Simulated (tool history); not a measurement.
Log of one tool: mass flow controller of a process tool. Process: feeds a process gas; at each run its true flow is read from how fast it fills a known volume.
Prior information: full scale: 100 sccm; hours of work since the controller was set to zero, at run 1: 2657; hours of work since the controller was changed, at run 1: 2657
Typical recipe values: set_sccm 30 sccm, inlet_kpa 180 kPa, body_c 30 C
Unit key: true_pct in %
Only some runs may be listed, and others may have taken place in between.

| run | hour | set_sccm | inlet_kpa | body_c | hours of work since the controller was set to zero | hours of work since the controller was changed | true_pct |
|---|---|---|---|---|---|---|---|
| 1 | 0 | 30 | 180 | 30 | 2657 | 2657 | 99.45 |
| 2 | 46.7 | 22 | 180 | 30 | 2688 | 2688 | 99.27 |
| 3 | 132.6 | 30 | 180 | 26 | 2744 | 2744 | 99.4 |
| 4 | 198.3 | 30 | 180 | 26 | 2787 | 2787 | 99.43 |
| 5 | 281.7 | 30 | 180 | 30 | 2842 | 2842 | 99.81 |
| 6 | 386.5 | 30 | 169 | 30 | 2911 | 2911 | 100.09 |
| 7 | 476.6 | 30 | 169 | 30 | 2970 | 2970 | 100.13 |
| 8 | 566.1 | 30 | 169 | 30 | 3028 | 3028 | 100.28 |
| 9 | 622.9 | 30 | 169 | 29 | 3066 | 3066 | 100.3 |
| 10 | 666.8 | 30 | 180 | 30 | 3094 | 3094 | 100.55 |
| 11 | 760.3 | 30 | 180 | 30 | 3156 | 3156 | 100.79 |
| 12 | 832 | 30 | 180 | 30 | 3203 | 3203 | 100.86 |
| 13 | 920 | 22 | 180 | 30 | 3261 | 3261 | 100.79 |
| 14 | 968.4 | 22 | 180 | 30 | 3292 | 3292 | 100.85 |
| 15 | 1011.7 | 22 | 180 | 30 | 3321 | 3321 | 101.06 |
| 16 | 1095.5 | 22 | 180 | 30 | 3376 | 3376 | 101.15 |
| 17 | 1185.4 | 30 | 199 | 30 | 3435 | 3435 | 101.31 |
| 18 | 1230.1 | 11 | 180 | 30 | 3464 | 3464 | 101.24 |
|  | 1283.9 | gauge calibrated |
| 19 | 1318.9 | 11 | 180 | 36 | 3522 | 3522 | 99.6 |
| 20 | 1406.6 | 30 | 180 | 32 | 3580 | 3580 | 99.66 |
| 21 | 1475.9 | 30 | 180 | 32 | 3625 | 3625 | 99.94 |
| 22 | 1523.9 | 35 | 180 | 32 | 3657 | 3657 | 100.02 |
| 23 | 1608.5 | 35 | 180 | 32 | 3712 | 3712 | 100.16 |
| 24 | 1688.5 | 30 | 180 | 30 | 3764 | 3764 | 99.99 |
| 25 | 1736.9 | 41 | 212 | 24 | 3796 | 3796 | 99.94 |
| 26 | 1817.3 | 95 | 180 | 30 | 3849 | 3849 | 101.08 |
| 27 | 1883.4 | 95 | 180 | 30 | 3892 | 3892 | 101.27 |
| 28 | 1977.5 | 25 | 242 | 30 | 3954 | 3954 | 100.71 |
| 29 | 2051.3 | 25 | 242 | 30 | 4002 | 4002 | 100.69 |
| 30 | 2127.1 | 25 | 242 | 30 | 4052 | 4052 | 100.86 |
| 31 | 2169.8 | 38 | 176 | 31 | 4080 | 4080 | 101.11 |
| 32 | 2254.2 | 38 | 176 | 31 | 4136 | 4136 | 101.2 |
|  | 2328.9 | gauge calibrated |
| 33 | 2339.5 | 38 | 176 | 31 | 4191 | 4191 | 99.55 |
| 34 | 2414.3 | 62 | 249 | 31 | 4240 | 4240 | 100.27 |
| 35 | 2460.7 | 62 | 249 | 31 | 4271 | 4271 | 100.37 |
| 36 | 2505.1 | 62 | 249 | 31 | 4300 | 4300 | 100.26 |
| 37 | 2576.1 | 12 | 180 | 22 | 4347 | 4347 | 99.06 |
| 38 | 2631.4 | 20 | 242 | 40 | 4383 | 4383 | 100.71 |
| 39 | 2683.9 | 94 | 158 | 30 | 4417 | 4417 | 100.77 |
| 40 | 2769.9 | 30 | 143 | 23 | 4474 | 4474 | 99.5 |
| 41 | 2817.8 | 30 | 269 | 25 | 4505 | 4505 | 99.99 |
| 42 | 2918.2 | 31 | 145 | 35 | 4571 | 4571 | 100.72 |
| 43 | 3005.5 | 92 | 149 | 27 | 4628 | 4628 | 101.15 |
| 44 | 3060.2 | 52 | 172 | 27 | 4664 | 4664 | 100.67 |
| 45 | 3120.4 | 52 | 172 | 27 | 4704 | 4704 | 100.86 |
| 46 | 3218.1 | 52 | 172 | 27 | 4768 | 4768 | 100.98 |
| 47 | 3308.6 | 49 | 191 | 27 | 4827 | 4827 | 100.99 |

5 ways to go on from here, each from the tool as it stands after run 47. What would each give?
| A | 3403.1 | 49 | 180 | 29 | 4889 | 4889 | ? |
| B | 3403.1 | 49 | 158 | 29 | 4889 | 4889 | ? |
| C | 3403.1 | 57 | 180 | 26 | 4889 | 4889 | ? |
| D | 3403.1 | 62 | 218 | 32 | 4889 | 4889 | ? |
| E | 3403.1 | 47 | 180 | 34 | 4889 | 4889 | ? |

| run | true_pct |
|---|---|
| A | 101.41 |
| B | 101.2 |
| C | 101.16 |
| D | 101.85 |
| E | 101.6 |
Without the tool's hidden state the same runs would have given:
| run | true_pct |
|---|---|
| A | 99.62 |
| B | 99.41 |
| C | 99.38 |
| D | 100.05 |
| E | 99.81 |
